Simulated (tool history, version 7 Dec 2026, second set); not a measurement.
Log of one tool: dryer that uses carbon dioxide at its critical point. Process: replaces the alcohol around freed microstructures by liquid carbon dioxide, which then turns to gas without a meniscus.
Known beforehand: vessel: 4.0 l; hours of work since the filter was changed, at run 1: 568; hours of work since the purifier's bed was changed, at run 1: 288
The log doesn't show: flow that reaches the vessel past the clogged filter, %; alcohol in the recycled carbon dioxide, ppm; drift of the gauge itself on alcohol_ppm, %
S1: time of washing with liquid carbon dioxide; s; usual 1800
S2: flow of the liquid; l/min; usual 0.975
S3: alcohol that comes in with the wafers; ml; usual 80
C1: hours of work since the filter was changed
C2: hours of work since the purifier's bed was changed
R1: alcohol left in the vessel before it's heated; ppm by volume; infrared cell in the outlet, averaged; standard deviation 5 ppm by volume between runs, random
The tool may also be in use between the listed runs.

run 1 hour=0.0 | S1=1800 S2=0.975 S3=80 | C1=568 C2=288 | R1=110
run 2 hour=8.5 | S1=1800 S2=0.975 S3=80 | C1=572 C2=293 | R1=106
run 3 hour=21.4 | S1=1800 S2=0.975 S3=80 | C1=580 C2=300 | R1=111
run 4 hour=33.4 | S1=1800 S2=0.975 S3=80 | C1=586 C2=306 | R1=109
run 5 hour=44.8 | S1=1800 S2=0.975 S3=102 | C1=592 C2=312 | R1=126
-- hour=50.6 inlet filter changed
run 6 hour=61.0 | S1=1800 S2=0.832 S3=80 | C1=6 C2=321 | R1=101
run 7 hour=73.3 | S1=1800 S2=0.585 S3=31 | C1=12 C2=327 | R1=165
run 8 hour=82.6 | S1=1800 S2=0.585 S3=31 | C1=17 C2=333 | R1=152
run 9 hour=97.0 | S1=1200 S2=0.585 S3=27 | C1=25 C2=340 | R1=462

Forecast run 10:
run 10 hour=108.7 | S1=1200 S2=0.585 S3=27 | C1=32 C2=347 | R1=?

R1: 442 ppm by volume
Without the tool's hidden state the same run would have given R1 369 ppm by volume.
